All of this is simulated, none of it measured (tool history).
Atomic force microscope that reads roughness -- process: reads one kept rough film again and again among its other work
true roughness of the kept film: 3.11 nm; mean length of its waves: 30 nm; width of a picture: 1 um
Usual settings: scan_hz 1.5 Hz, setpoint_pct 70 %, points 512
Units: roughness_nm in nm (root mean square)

run,hour,scan_hz,setpoint_pct,points,roughness_nm
1,0,1.5,70,512,2.802
2,11.3,1.5,70,512,2.793
3,23.8,1.5,70,512,2.8
4,36.8,1.5,70,940,2.819
# hour 40.1: new tip fitted
5,54.7,1.5,70,512,2.777
6,68.6,1.5,70,512,2.786
7,81.1,0.55,70,512,2.863
8,103.5,1.5,80,512,2.757
# hour 108.3: new tip fitted
9,119,1.5,80,512,2.732
10,129.2,1.5,80,512,2.733
11,152.1,1.5,80,512,2.746
12,170.9,1.5,80,512,2.737
# hour 176.3: new tip fitted
13,184.4,1.5,70,512,2.808
14,203.7,1.5,70,841,2.819
15,222.2,1.5,70,841,2.812
16,233,1.5,70,841,2.804
17,243,0.67,70,512,2.858
# hour 244.7: new tip fitted
18,257.1,1.58,84,435,2.693
19,270.5,1.58,84,435,2.683
20,281.2,1.58,84,435,2.684
21,299.1,1.58,84,435,2.676
# hour 314.1: new tip fitted
22,317.6,1.52,61,512,2.847
23,339.9,1.52,61,512,2.862
24,362.8,1.52,74,339,2.767

Expected results for the next run?
# hour 382.5: new tip fitted
25,385,1.31,59,262,?

roughness_nm: 2.845 nm (root mean square)
Had the tool carried no hidden state, the very same run would have given roughness_nm 2.845 nm (root mean square).

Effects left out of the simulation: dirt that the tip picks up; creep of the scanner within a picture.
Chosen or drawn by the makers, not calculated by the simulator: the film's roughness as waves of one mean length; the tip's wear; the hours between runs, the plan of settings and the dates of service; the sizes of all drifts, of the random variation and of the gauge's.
